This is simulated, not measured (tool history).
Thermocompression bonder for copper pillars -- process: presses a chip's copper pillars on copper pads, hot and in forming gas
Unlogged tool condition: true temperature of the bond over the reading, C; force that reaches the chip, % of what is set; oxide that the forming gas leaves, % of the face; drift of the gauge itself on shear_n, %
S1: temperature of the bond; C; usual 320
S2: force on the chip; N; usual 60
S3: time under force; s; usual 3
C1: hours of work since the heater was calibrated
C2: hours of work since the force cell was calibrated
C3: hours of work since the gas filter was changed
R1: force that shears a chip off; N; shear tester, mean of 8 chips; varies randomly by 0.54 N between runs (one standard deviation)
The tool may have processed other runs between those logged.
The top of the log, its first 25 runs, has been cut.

| run | hour | S1 | S2 | S3 | C1 | C2 | C3 | R1 |
|---|---|---|---|---|---|---|---|---|
| 26 | 666.7 | 320 | 64 | 2 | 575 | 173 | 238 | 65.2 |
| 27 | 693 | 320 | 64 | 2 | 596 | 194 | 259 | 65.9 |
| 28 | 717.2 | 349 | 58 | 3 | 615 | 213 | 278 | 88.5 |
|  | 728.5 | heater calibrated with a thermocouple chip |
| 29 | 738.9 | 342 | 65 | 3 | 8 | 229 | 294 | 84 |
| 30 | 756.3 | 342 | 65 | 3 | 22 | 243 | 307 | 83.6 |
|  | 761.7 | forming gas filter changed |
| 31 | 789.6 | 331 | 48 | 2 | 48 | 269 | 22 | 63.1 |
| 32 | 811.4 | 338 | 80 | 3 | 65 | 286 | 39 | 101.3 |
| 33 | 839.8 | 317 | 47 | 2 | 88 | 309 | 62 | 52.5 |
| 34 | 859.3 | 320 | 60 | 2 | 103 | 324 | 77 | 63.3 |
| 35 | 885.4 | 320 | 60 | 2 | 124 | 345 | 98 | 65 |
| 36 | 906.5 | 320 | 60 | 2 | 141 | 361 | 115 | 63.1 |
| 37 | 929.4 | 317 | 78 | 2 | 159 | 380 | 133 | 71.9 |
| 38 | 954.8 | 317 | 78 | 2 | 179 | 400 | 153 | 72.3 |
| 39 | 974.9 | 317 | 78 | 2 | 195 | 416 | 169 | 71.8 |
| 40 | 1000 | 334 | 68 | 3 | 215 | 436 | 189 | 86.4 |

Below are 3 alternative next runs, each starting from the tool's condition after run 40. Predict each:
| A | 1037.9 | 344 | 68 | 3 | 245 | 466 | 219 | ? |
| B | 1037.9 | 337 | 71 | 2 | 245 | 466 | 219 | ? |
| C | 1037.9 | 314 | 84 | 4 | 245 | 466 | 219 | ? |

| run | R1 |
|---|---|
| A | 92.1 |
| B | 79.9 |
| C | 88.9 |
The same runs, with their run-to-run variation unchanged, on a tool lacking any hidden condition would have given:
| run | R1 |
|---|---|
| A | 98 |
| B | 84.6 |
| C | 94.2 |
